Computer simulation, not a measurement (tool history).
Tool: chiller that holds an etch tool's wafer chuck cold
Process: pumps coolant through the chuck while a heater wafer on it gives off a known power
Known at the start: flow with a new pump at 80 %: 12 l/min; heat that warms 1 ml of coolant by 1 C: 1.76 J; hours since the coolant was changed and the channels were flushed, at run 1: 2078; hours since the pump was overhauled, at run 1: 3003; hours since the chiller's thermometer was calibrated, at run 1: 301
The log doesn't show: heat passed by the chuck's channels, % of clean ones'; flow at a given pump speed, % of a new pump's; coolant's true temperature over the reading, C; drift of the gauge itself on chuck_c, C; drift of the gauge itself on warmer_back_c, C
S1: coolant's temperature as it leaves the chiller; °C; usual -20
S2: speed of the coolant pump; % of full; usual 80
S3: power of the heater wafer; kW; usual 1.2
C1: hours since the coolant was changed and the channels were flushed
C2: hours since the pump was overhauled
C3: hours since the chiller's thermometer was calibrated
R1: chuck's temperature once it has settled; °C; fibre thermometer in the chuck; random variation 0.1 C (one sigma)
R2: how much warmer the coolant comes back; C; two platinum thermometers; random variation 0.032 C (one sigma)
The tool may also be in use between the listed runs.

run	hour	S1	S2	S3	C1	C2	C3	R1	R2
1	0	-20	80	1.2	2078	3003	301	-11.7	3.51
2	186	-20	80	1.447	2264	3189	487	-10	4.36
3	319.8	-20	80	1.447	2398	3322	621	-9.7	4.38
4	486.1	-20	67	1.2	2565	3489	787	-10.4	4.33
5	647.9	-20	67	1.2	2726	3651	949	-10.4	4.28
6	744.8	-20	67	1.2	2823	3748	1046	-10.3	4.34
7	854.8	-20	67	1.2	2933	3858	1156	-10.3	4.3
8	937.8	-20	67	1.2	3016	3940	1239	-10.3	4.34
9	1060	-17	80	1.2	3138	4063	1361	-8.3	3.66
10	1223.9	-20	67	1.2	3302	4227	1525	-10.1	4.32
11	1330	-20	67	1.2	3408	4333	1631	-9.9	4.37
12	1496.8	-20	67	1.2	3575	4500	1798	-10	4.37
13	1583.6	-20	67	1.2	3662	4586	1885	-9.9	4.35
14	1694.3	-20	67	1.2	3773	4697	1995	-9.9	4.35
15	1816.9	-20	67	1.2	3895	4820	2118	-9.9	4.4
# hour 1917.1: coolant changed, channels flushed
16	2005.1	-20	67	1.2	88	5002	2300	-10.4	4.42
17	2088	-23	67	0.783	171	5085	2383	-16.5	2.87
18	2249.1	-21	68	0.683	332	5246	2544	-15.1	2.47
19	2425.6	-21	68	0.683	509	5422	2721	-15.3	2.44
20	2515.4	-13	60	0.65	598	5512	2811	-7	2.68
21	2618	-28	84	1.004	701	5615	2913	-20.8	2.99
22	2783	-28	84	1.004	866	5780	3078	-20.6	3
23	2952.8	-28	77	1.004	1036	5950	3248	-19.9	3.29
24	3084.6	-28	77	1.004	1167	6081	3380	-20.1	3.29
25	3240.2	-28	69	0.67	1323	6237	3535	-22.1	2.44
26	3355.8	-28	63	0.931	1439	6353	3651	-19.6	3.78
27	3534.2	-28	80	1.2	1617	6531	3829	-18.9	3.77

Measured less the same run without the tool's hidden state. The same run-to-run variation is in both; the gauge's scatter may not be:
run	R1	R2
1	+0.7	+0.17
2	+0.9	+0.22
3	+1	+0.22
4	+1	+0.24
5	+1.1	+0.24
6	+1.1	+0.25
7	+1.2	+0.25
8	+1.2	+0.27
9	+1.1	+0.23
10	+1.4	+0.29
11	+1.4	+0.29
12	+1.4	+0.3
13	+1.5	+0.31
14	+1.5	+0.32
15	+1.6	+0.32
16	+1.1	+0.33
17	+0.9	+0.22
18	+0.9	+0.2
19	+0.9	+0.21
20	+1	+0.22
21	+1.2	+0.25
22	+1.2	+0.27
23	+1.4	+0.3
24	+1.4	+0.3
25	+1.3	+0.24
26	+1.6	+0.36
27	+1.6	+0.37
